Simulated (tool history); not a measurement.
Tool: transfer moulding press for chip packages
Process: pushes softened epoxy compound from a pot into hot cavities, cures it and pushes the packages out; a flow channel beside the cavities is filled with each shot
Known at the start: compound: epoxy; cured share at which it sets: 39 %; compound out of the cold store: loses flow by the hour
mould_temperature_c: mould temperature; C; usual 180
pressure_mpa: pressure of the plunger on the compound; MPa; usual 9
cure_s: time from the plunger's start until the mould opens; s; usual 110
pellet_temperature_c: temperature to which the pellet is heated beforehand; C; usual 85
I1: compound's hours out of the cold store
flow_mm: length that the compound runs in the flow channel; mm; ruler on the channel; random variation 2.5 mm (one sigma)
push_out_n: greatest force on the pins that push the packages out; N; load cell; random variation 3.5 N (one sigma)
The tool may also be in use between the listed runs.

run 1 hour=0 | mould_temperature_c=180 pressure_mpa=9 cure_s=110 pellet_temperature_c=85 | I1=26.4 | flow_mm=905 push_out_n=248
run 2 hour=10.5 | mould_temperature_c=180 pressure_mpa=9 cure_s=110 pellet_temperature_c=85 | I1=15.2 | flow_mm=963 push_out_n=259
run 3 hour=19.7 | mould_temperature_c=180 pressure_mpa=9 cure_s=110 pellet_temperature_c=85 | I1=25.4 | flow_mm=900 push_out_n=255
-- hour=28 cavities cleaned with cleaning compound and waxed
run 4 hour=31.7 | mould_temperature_c=180 pressure_mpa=9.79 cure_s=110 pellet_temperature_c=85 | I1=35.3 | flow_mm=895 push_out_n=286
run 5 hour=38.7 | mould_temperature_c=180 pressure_mpa=9.79 cure_s=110 pellet_temperature_c=85 | I1=19.5 | flow_mm=978 push_out_n=291
run 6 hour=47.6 | mould_temperature_c=180 pressure_mpa=9.79 cure_s=110 pellet_temperature_c=85 | I1=31.9 | flow_mm=912 push_out_n=281
run 7 hour=57.1 | mould_temperature_c=180 pressure_mpa=9.79 cure_s=110 pellet_temperature_c=85 | I1=29 | flow_mm=920 push_out_n=281
run 8 hour=67.2 | mould_temperature_c=180 pressure_mpa=7.54 cure_s=110 pellet_temperature_c=85 | I1=13.5 | flow_mm=877 push_out_n=294
-- hour=80.7 cavities cleaned with cleaning compound and waxed, once more
run 9 hour=82.9 | mould_temperature_c=180 pressure_mpa=7.54 cure_s=110 pellet_temperature_c=85 | I1=13.4 | flow_mm=874 push_out_n=183
run 10 hour=89.4 | mould_temperature_c=180 pressure_mpa=7.54 cure_s=110 pellet_temperature_c=85 | I1=46.1 | flow_mm=732 push_out_n=185
run 11 hour=99 | mould_temperature_c=180 pressure_mpa=7.54 cure_s=110 pellet_temperature_c=85 | I1=28 | flow_mm=805 push_out_n=197
run 12 hour=111.5 | mould_temperature_c=180 pressure_mpa=7.54 cure_s=110 pellet_temperature_c=85 | I1=16.6 | flow_mm=855 push_out_n=214
run 13 hour=125.6 | mould_temperature_c=180 pressure_mpa=7.54 cure_s=110 pellet_temperature_c=85 | I1=32.3 | flow_mm=781 push_out_n=216
run 14 hour=137.9 | mould_temperature_c=180 pressure_mpa=9 cure_s=116 pellet_temperature_c=85 | I1=28.3 | flow_mm=877 push_out_n=224
-- hour=150.1 plunger's sealing rings changed
run 15 hour=152.5 | mould_temperature_c=180 pressure_mpa=9 cure_s=116 pellet_temperature_c=85 | I1=32.1 | flow_mm=902 push_out_n=226
run 16 hour=160.8 | mould_temperature_c=180 pressure_mpa=9 cure_s=116 pellet_temperature_c=85 | I1=13.2 | flow_mm=993 push_out_n=233
run 17 hour=168.1 | mould_temperature_c=178 pressure_mpa=9 cure_s=117 pellet_temperature_c=83 | I1=30.2 | flow_mm=912 push_out_n=239
run 18 hour=179.2 | mould_temperature_c=178 pressure_mpa=9 cure_s=117 pellet_temperature_c=83 | I1=27.2 | flow_mm=924 push_out_n=249
-- hour=192.7 cavities cleaned with cleaning compound and waxed
run 19 hour=193 | mould_temperature_c=178 pressure_mpa=9 cure_s=117 pellet_temperature_c=83 | I1=20.2 | flow_mm=954 push_out_n=183
run 20 hour=203.8 | mould_temperature_c=180 pressure_mpa=9.88 cure_s=109 pellet_temperature_c=85 | I1=45.8 | flow_mm=869 push_out_n=184
run 21 hour=211.4 | mould_temperature_c=180 pressure_mpa=9.88 cure_s=109 pellet_temperature_c=85 | I1=28.4 | flow_mm=950 push_out_n=203
run 22 hour=222.4 | mould_temperature_c=178 pressure_mpa=7.59 cure_s=109 pellet_temperature_c=76 | I1=40.6 | flow_mm=787 push_out_n=234
run 23 hour=235.1 | mould_temperature_c=185 pressure_mpa=9 cure_s=138 pellet_temperature_c=85 | I1=44.9 | flow_mm=820 push_out_n=189
run 24 hour=248 | mould_temperature_c=184 pressure_mpa=6.93 cure_s=145 pellet_temperature_c=83 | I1=43.5 | flow_mm=726 push_out_n=198
run 25 hour=259.8 | mould_temperature_c=184 pressure_mpa=6.93 cure_s=145 pellet_temperature_c=83 | I1=23.2 | flow_mm=798 push_out_n=202
run 26 hour=268.5 | mould_temperature_c=184 pressure_mpa=6.93 cure_s=112 pellet_temperature_c=92 | I1=45.8 | flow_mm=709 push_out_n=210
run 27 hour=282.8 | mould_temperature_c=187 pressure_mpa=7.69 cure_s=110 pellet_temperature_c=86 | I1=46 | flow_mm=739 push_out_n=217
run 28 hour=289.1 | mould_temperature_c=187 pressure_mpa=7.69 cure_s=110 pellet_temperature_c=86 | I1=30.7 | flow_mm=800 push_out_n=226

3 ways to go on from here, each from the tool as it stands after run 28. What would each give?
run A hour=297.4 | mould_temperature_c=181 pressure_mpa=9 cure_s=109 pellet_temperature_c=87 | I1=19.4 | flow_mm=? push_out_n=?
run B hour=297.4 | mould_temperature_c=187 pressure_mpa=8.97 cure_s=150 pellet_temperature_c=84 | I1=23.7 | flow_mm=? push_out_n=?
run C hour=297.4 | mould_temperature_c=187 pressure_mpa=7.69 cure_s=91 pellet_temperature_c=86 | I1=19.6 | flow_mm=? push_out_n=?

run=A flow_mm=928 push_out_n=248
run=B flow_mm=889 push_out_n=211
run=C flow_mm=842 push_out_n=245
Without the tool's hidden state the same runs would have given:
run=A flow_mm=958 push_out_n=175
run=B flow_mm=918 push_out_n=148
run=C flow_mm=869 push_out_n=174

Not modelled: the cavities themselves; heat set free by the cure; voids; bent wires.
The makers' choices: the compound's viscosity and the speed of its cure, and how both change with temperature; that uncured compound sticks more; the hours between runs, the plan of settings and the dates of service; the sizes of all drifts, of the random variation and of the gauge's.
